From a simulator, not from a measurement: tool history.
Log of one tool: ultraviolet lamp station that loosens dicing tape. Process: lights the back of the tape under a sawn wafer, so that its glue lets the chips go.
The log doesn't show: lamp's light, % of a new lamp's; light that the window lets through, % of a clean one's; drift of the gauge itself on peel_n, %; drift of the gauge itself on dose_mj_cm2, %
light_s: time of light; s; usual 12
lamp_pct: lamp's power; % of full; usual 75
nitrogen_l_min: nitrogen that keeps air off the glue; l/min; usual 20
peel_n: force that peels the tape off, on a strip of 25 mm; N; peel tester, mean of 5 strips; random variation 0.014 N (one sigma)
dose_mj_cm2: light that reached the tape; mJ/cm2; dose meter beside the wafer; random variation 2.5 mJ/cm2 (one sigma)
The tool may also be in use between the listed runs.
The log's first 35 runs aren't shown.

| run | hour | light_s | lamp_pct | nitrogen_l_min | hours of work of the lamp | hours of work since the window was cleaned | peel_n | dose_mj_cm2 |
|---|---|---|---|---|---|---|---|---|
| 36 | 390 | 17 | 88 | 20 | 466 | 157 | 0.214 | 515 |
| 37 | 405.7 | 8 | 75 | 10 | 474 | 165 | 1.961 | 210 |
| 38 | 415.8 | 8 | 75 | 10 | 479 | 170 | 1.904 | 209 |
| 39 | 427.3 | 8 | 75 | 6 | 486 | 177 | 2.406 | 209 |
| 40 | 441.4 | 8 | 85 | 34 | 493 | 184 | 0.766 | 237 |
| 41 | 454.6 | 14 | 62 | 12 | 500 | 191 | 1.018 | 303 |
| 42 | 462 | 14 | 62 | 12 | 504 | 195 | 1.01 | 298 |
| 43 | 477.6 | 15 | 63 | 20 | 513 | 204 | 0.573 | 324 |

3 ways to go on from here, each from the tool as it stands after run 43. What would each give?
| A | 492.4 | 12 | 79 | 20 | 521 | 212 | ? | ? |
| B | 492.4 | 8 | 63 | 32 | 521 | 212 | ? | ? |
| C | 492.4 | 11 | 70 | 27 | 521 | 212 | ? | ? |

| run | peel_n | dose_mj_cm2 |
|---|---|---|
| A | 0.565 | 327 |
| B | 1.293 | 176 |
| C | 0.682 | 266 |
Without the tool's hidden state the same runs would have given:
| run | peel_n | dose_mj_cm2 |
|---|---|---|
| A | 0.564 | 327 |
| B | 1.29 | 176 |
| C | 0.68 | 266 |
